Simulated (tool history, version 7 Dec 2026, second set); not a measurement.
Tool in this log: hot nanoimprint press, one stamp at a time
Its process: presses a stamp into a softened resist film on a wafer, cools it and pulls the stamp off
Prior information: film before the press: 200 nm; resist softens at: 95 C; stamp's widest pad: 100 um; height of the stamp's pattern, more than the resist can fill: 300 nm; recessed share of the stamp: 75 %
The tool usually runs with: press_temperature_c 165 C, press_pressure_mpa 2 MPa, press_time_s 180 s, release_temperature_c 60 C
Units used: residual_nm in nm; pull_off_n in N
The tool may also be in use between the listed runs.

| run | hour | press_temperature_c | press_pressure_mpa | press_time_s | release_temperature_c | residual_nm | pull_off_n |
|---|---|---|---|---|---|---|---|
| 1 | 0 | 165 | 2 | 180 | 60 | 81.6 | 178 |
| 2 | 19.7 | 165 | 2 | 180 | 60 | 81.2 | 179 |
| 3 | 44.2 | 165 | 2 | 180 | 67 | 80.8 | 154 |
| 4 | 61.3 | 165 | 2 | 180 | 67 | 81.1 | 152 |
| 5 | 74.6 | 165 | 2 | 180 | 67 | 81.4 | 156 |
|  | 91.3 | stamp cleaned and given a new release coat |
| 6 | 101.9 | 165 | 2 | 180 | 67 | 81.4 | 155 |
| 7 | 114.8 | 165 | 2 | 119 | 67 | 93.8 | 154 |
| 8 | 137.8 | 165 | 2 | 119 | 67 | 93.9 | 154 |
| 9 | 155.3 | 165 | 2 | 231 | 60 | 74.2 | 179 |
| 10 | 179.1 | 165 | 3.14 | 180 | 60 | 62.9 | 180 |

Expected results for the next run?
| 11 | 197.7 | 165 | 1.62 | 96 | 57 | ? | ? |

{"run 11": {"residual_nm": 111.9, "pull_off_n": 189}}
With the hidden condition absent and the run-to-run variation left alone, this run would have shown residual_nm 112.1 nm, pull_off_n 189 N.
